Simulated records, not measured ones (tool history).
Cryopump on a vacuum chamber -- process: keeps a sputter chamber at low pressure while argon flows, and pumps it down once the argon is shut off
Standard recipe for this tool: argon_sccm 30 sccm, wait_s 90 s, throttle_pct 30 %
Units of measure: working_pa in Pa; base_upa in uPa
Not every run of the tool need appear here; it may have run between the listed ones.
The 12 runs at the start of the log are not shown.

run,hour,argon_sccm,wait_s,throttle_pct,working_pa,base_upa
13,561.5,30,90,46,0.0526,0.95
# hour 599.2: pump warmed up, emptied and cooled again
14,601.1,30,90,46,0.0450,0.80
15,633.2,52,90,30,0.1225,0.85
16,669.0,52,90,30,0.1214,0.82
17,719.6,52,90,30,0.1231,0.90
18,779.2,56,249,17,0.2307,0.58
19,807.3,30,151,20,0.1073,0.74
20,864.9,56,90,30,0.1351,0.95
21,920.0,20,240,28,0.0530,0.63
22,978.0,20,240,28,0.0518,0.61
23,1016.7,20,240,28,0.0523,0.68
24,1080.6,39,261,31,0.0935,0.62
25,1142.6,19,89,31,0.0458,1.02
26,1188.1,19,89,31,0.0462,1.09
# hour 1245.2: pump warmed up, emptied and cooled again
27,1252.9,20,90,42,0.0348,0.92
28,1296.0,30,90,30,0.0711,0.95
29,1324.8,30,90,30,0.0706,0.96
30,1379.8,30,90,30,0.0709,1.02
31,1426.6,29,136,27,0.0767,0.84
32,1461.5,29,136,27,0.0762,0.91
33,1517.3,18,78,15,0.0848,1.15

Here are 5 independent what-if runs from the current tool condition. What would each one return?
A,1544.4,48,25,35,?,?
B,1544.4,21,90,30,?,?
C,1544.4,30,90,44,?,?
D,1544.4,60,90,21,?,?
E,1544.4,13,78,15,?,?

run,working_pa,base_upa
A,0.0993,2.25
B,0.0508,1.02
C,0.0508,1.03
D,0.2061,1.04
E,0.0614,1.05
Had the tool no hidden state, the same runs would have come out as:
run,working_pa,base_upa
A,0.0943,1.81
B,0.0487,0.59
C,0.0477,0.60
D,0.1999,0.60
E,0.0601,0.62
